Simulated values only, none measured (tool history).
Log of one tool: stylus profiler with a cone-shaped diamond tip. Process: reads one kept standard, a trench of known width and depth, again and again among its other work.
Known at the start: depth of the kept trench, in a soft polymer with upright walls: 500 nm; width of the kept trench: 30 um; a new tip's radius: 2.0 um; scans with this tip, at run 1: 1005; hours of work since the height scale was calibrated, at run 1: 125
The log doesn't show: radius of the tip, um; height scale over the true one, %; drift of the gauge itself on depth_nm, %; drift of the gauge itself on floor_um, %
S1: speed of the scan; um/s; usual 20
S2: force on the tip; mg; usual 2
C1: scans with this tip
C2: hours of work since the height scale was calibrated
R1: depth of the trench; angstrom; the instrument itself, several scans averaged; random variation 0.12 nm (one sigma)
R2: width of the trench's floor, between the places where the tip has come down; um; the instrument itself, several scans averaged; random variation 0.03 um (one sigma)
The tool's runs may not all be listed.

run   hour  S1    S2    C1   C2      R1     R2
  1      0  20     2  1005  125  5076.5   27.3
  2   10.7  20   1.4  1043  130  5059.1   27.3
  3   24.8  16     2  1094  136  5074.3  27.32
  4   39.6  20     2  1147  142  5075.4   27.3
  5   46.5   9     2  1172  146  5074.3  27.32
  6   56.5   9  2.16  1208  150  5080.8  27.33
  7   71.8   9  2.16  1263  157  5079.8  27.38
  8     78  20  2.48  1285  160  5086.1  27.32
  9   85.2  12     2  1311  163  5074.5  27.27
 10   94.9  12     2  1345  167  5074.9   27.4
 11  103.4  20     2  1376  171  5073.2  27.26
 12  112.2  20     2  1407  175  5074.1  27.27
 13    120  18   1.6  1436  178  5064.3  27.34
 14  131.5  18   1.6  1477  183  5064.9   27.3
 15  142.9  54  2.82  1518  189  5095.4  27.29
 16  150.3  13  2.01  1544  192  5075.7  27.35
 17  163.1  31  4.39  1590  198    5126  27.35
 18  173.5  20  0.72  1628  202  5037.1  27.28
 19  183.7   7   5.7  1664  207  5152.7  27.36
 20  198.8  11   5.7  1718  213  5151.9  27.36
 21    206  11  1.14  1744  217  5050.3  27.35
 22  221.3  64  2.44  1799  223  5085.9  27.21

4 ways to go on from here, each from the tool as it stands after run 22. What would each give?
  A  236.8  70  0.69  1855  230   ?   ?
  B  236.8  20  0.68  1855  230   ?   ?
  C  236.8   6  0.84  1855  230   ?   ?
  D  236.8   6  2.44  1855  230   ?   ?

run      R1     R2
  A  5038.8  27.12
  B  5037.3   27.3
  C  5043.4  27.33
  D  5086.1  27.32
Without the tool's hidden state the same runs would have given:
run      R1     R2
  A  5038.8  27.12
  B  5037.3   27.3
  C  5043.5  27.34
  D  5086.1  27.32

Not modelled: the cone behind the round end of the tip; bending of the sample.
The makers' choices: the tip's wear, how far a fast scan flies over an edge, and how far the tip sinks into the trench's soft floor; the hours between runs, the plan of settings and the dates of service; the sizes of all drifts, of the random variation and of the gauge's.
